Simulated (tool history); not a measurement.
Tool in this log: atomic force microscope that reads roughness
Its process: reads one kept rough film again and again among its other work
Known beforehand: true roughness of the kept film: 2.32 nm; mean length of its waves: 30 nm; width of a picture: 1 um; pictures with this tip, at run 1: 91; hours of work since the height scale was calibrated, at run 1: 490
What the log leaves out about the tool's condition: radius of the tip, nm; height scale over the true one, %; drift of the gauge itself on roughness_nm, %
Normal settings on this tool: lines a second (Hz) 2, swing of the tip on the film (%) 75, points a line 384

run   hour  lines a second (Hz)  swing of the tip on the film (%)  points a line  pictures with this tip  hours of work since the height scale was calibrated  roughness of the kept film (nm (root mean square))
  1      0                    2                                75            384                      91                                                  490                                               1.901
  2   22.6                    2                                75            384                     108                                                  500                                               1.888
        29  -- new tip fitted
  3   40.3                    2                                75            384                       8                                                  508                                                2.03
  4   53.8                    2                                75            384                      18                                                  514                                                1.99
  5     80                    2                                75            541                      37                                                  526                                               1.996
  6  107.5                    2                                75            541                      57                                                  539                                               1.972
  7  122.1                    2                                75            541                      68                                                  545                                               1.955
  8  140.1                    2                                75            541                      81                                                  553                                               1.928
  9  157.1                    2                                75            541                      94                                                  561                                               1.926
     181.5  -- new tip fitted
 10  187.8                    2                                75            953                       5                                                  575                                               2.046
 11  214.7                    2                                58            384                      24                                                  587                                                2.05
 12  243.5                    2                                58            384                      45                                                  600                                               2.032
 13    270                    2                                58            384                      65                                                  612                                               1.976
 14  300.7                 1.79                                66            921                      87                                                  626                                               1.979
 15  327.7                 2.57                                66            921                     107                                                  638                                               1.925
     335.3  -- new tip fitted
 16  342.5                 2.57                                62            536                       5                                                  645                                               2.085
 17  375.8                 2.57                                62            860                      29                                                  660                                                2.05
 18  395.2                 0.95                                66            853                      43                                                  669                                               2.053
 19  416.8                 0.95                                56            853                      59                                                  679                                               2.037
 20  448.3                  1.4                                73            817                      82                                                  693                                               1.947
 21  475.4                 0.73                                70            340                     102                                                  705                                               1.976

Same runs, no hidden state in the tool, same run-to-run variation:
run  roughness of the kept film (nm (root mean square))
  1                                               2.047
  2                                               2.056
  3                                               2.052
  4                                               2.028
  5                                               2.061
  6                                               2.064
  7                                               2.062
  8                                               2.051
  9                                               2.067
 10                                               2.071
 11                                               2.105
 12                                               2.117
 13                                                2.09
 14                                               2.123
 15                                               2.094
 16                                               2.109
 17                                               2.109
 18                                               2.133
 19                                               2.141
 20                                                2.08
 21                                               2.138
